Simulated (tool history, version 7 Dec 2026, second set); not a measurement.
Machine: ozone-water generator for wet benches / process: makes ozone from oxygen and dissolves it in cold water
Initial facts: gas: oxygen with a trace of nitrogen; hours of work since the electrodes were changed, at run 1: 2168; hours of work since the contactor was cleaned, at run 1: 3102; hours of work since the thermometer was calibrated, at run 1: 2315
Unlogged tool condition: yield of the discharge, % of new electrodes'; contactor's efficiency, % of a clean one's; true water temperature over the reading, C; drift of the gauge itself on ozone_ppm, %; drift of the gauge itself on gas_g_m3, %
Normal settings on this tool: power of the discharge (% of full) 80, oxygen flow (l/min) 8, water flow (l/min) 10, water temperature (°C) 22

run	hour	power of the discharge (% of full)	oxygen flow (l/min)	water flow (l/min)	water temperature (°C)	hours of work since the electrodes were changed	hours of work since the contactor was cleaned	hours of work since the thermometer was calibrated	dissolved ozone (ppm)	ozone in the gas ahead of the water (g/m3)
1	0	80	8	10	22	2168	3102	2315	37.3	276.1
2	52.5	80	8	10	19	2217	3150	2363	39.9	276.1
3	105.4	80	8	10	19	2265	3199	2412	39.9	274.9
4	143.9	80	8	10	19	2301	3234	2447	39.8	276.1
5	176.5	80	8	10	22	2331	3264	2477	37.1	277.1
6	227.3	80	8	10	22	2377	3311	2524	36.6	276.8
7	253.3	80	8.04	10	22	2401	3335	2548	37	274.2
8	307.7	80	8.04	10	22	2452	3385	2598	37.4	273.7
9	369.5	80	8.04	10	22	2508	3442	2655	37.4	273.8
10	433.4	80	8.04	7	22	2567	3501	2714	44.1	273.4
11	480.1	80	8.04	7	22	2610	3544	2757	43.5	271.3
# hour 491.8: contactor cleaned
12	526.7	80	8.04	7	22	2650	32	2796	43.5	273.3
13	572.4	80	8	7	22	2692	74	2838	43.9	272.7
14	616.2	80	8	7	22	2732	115	2879	44	274.5
15	642.1	80	8	7	22	2756	138	2903	43.8	274.8
16	674.6	80	8	7	22	2786	168	2933	44	271.6
17	725	80	8	7	22	2832	215	2979	43.7	275.4
18	768.9	80	8.33	12	22	2873	255	3019	33.7	266.9
19	831.4	80	8	10	22	2930	313	3077	37.4	274.1
20	871.7	69	5.45	8	17	2967	350	3114	44	288.2
21	931.7	69	8.14	8	17	3023	405	3169	42.5	248
22	993.2	69	8.14	8	17	3079	462	3226	42.5	246.2
23	1053.2	47	6.25	9	19	3134	517	3281	31	214.2
24	1105.4	47	6.25	9	19	3183	565	3329	31.3	215.2
25	1152.7	47	8.37	9	15	3226	609	3373	33.1	190.4
26	1192.6	47	8.37	9	15	3263	645	3410	33.1	190.2
27	1246.7	47	8.37	9	15	3313	695	3459	33.5	190.7
28	1286.3	80	8	10	16	3349	732	3496	42.4	269.1
29	1333.9	80	8	10	16	3393	776	3540	43	272
30	1365.5	79	6.94	12	28	3422	805	3569	29.5	283.2
31	1418.5	61	5.21	8	15	3471	853	3618	43	269.3
32	1456	67	8	15	22	3505	888	3652	26.5	240.7

Forecast each of these 3 alternatives for the next run:
A	1489.4	80	8	10	17	3536	919	3683	?	?
B	1489.4	67	8	15	25	3536	919	3683	?	?
C	1489.4	67	8	12	22	3536	919	3683	?	?

run	dissolved ozone (ppm)	ozone in the gas ahead of the water (g/m3)
A	42	263.8
B	24.7	241.9
C	30.5	242.1
Stripped of hidden state, with their random variation kept, the same runs would have yielded:
run	dissolved ozone (ppm)	ozone in the gas ahead of the water (g/m3)
A	42	271.4
B	24.8	248.9
C	30.5	249.1
